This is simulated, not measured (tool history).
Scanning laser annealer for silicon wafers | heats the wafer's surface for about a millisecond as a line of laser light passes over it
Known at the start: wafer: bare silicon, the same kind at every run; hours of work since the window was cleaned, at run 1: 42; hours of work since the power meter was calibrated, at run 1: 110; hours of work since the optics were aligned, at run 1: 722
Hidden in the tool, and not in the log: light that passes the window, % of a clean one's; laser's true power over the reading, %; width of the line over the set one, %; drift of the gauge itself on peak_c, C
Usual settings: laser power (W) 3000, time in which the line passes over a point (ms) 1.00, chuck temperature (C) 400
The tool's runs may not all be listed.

run,hour,laser power (W),time in which the line passes over a point (ms),chuck temperature (C),hours of work since the window was cleaned,hours of work since the power meter was calibrated,hours of work since the optics were aligned,highest temperature of the surface (C)
1,0.0,3000,1.00,400,42,110,722,1176
2,40.2,3000,1.00,400,66,134,746,1179
3,72.5,3000,1.00,400,86,154,766,1177
4,113.6,3000,1.00,400,110,179,791,1178
5,148.1,3000,1.00,400,131,200,812,1177
6,167.5,3000,1.00,400,143,211,823,1175
7,196.8,3000,1.00,400,161,229,841,1177
# hour 228.1: optics aligned, line set to its width
8,247.1,3000,1.00,400,188,257,11,1178
9,286.0,2929,1.20,437,212,280,35,1265
10,324.2,2569,0.71,381,235,303,58,931
11,369.4,3000,0.93,367,262,331,85,1116
12,397.4,2553,1.12,400,279,348,102,1081
13,419.1,3000,1.18,366,292,361,116,1212
14,453.4,2855,1.23,391,313,381,136,1206

Forecast each of these 4 alternatives for the next run:
A,475.5,2697,0.78,400,326,395,150,?
B,475.5,2901,1.12,363,326,395,150,?
C,475.5,2910,1.00,439,326,395,150,?
D,475.5,2989,0.95,400,326,395,150,?

run,highest temperature of the surface (C)
A,1002
B,1155
C,1187
D,1155
Without the tool's hidden state the same runs would have given:
run,highest temperature of the surface (C)
A,1002
B,1155
C,1188
D,1155
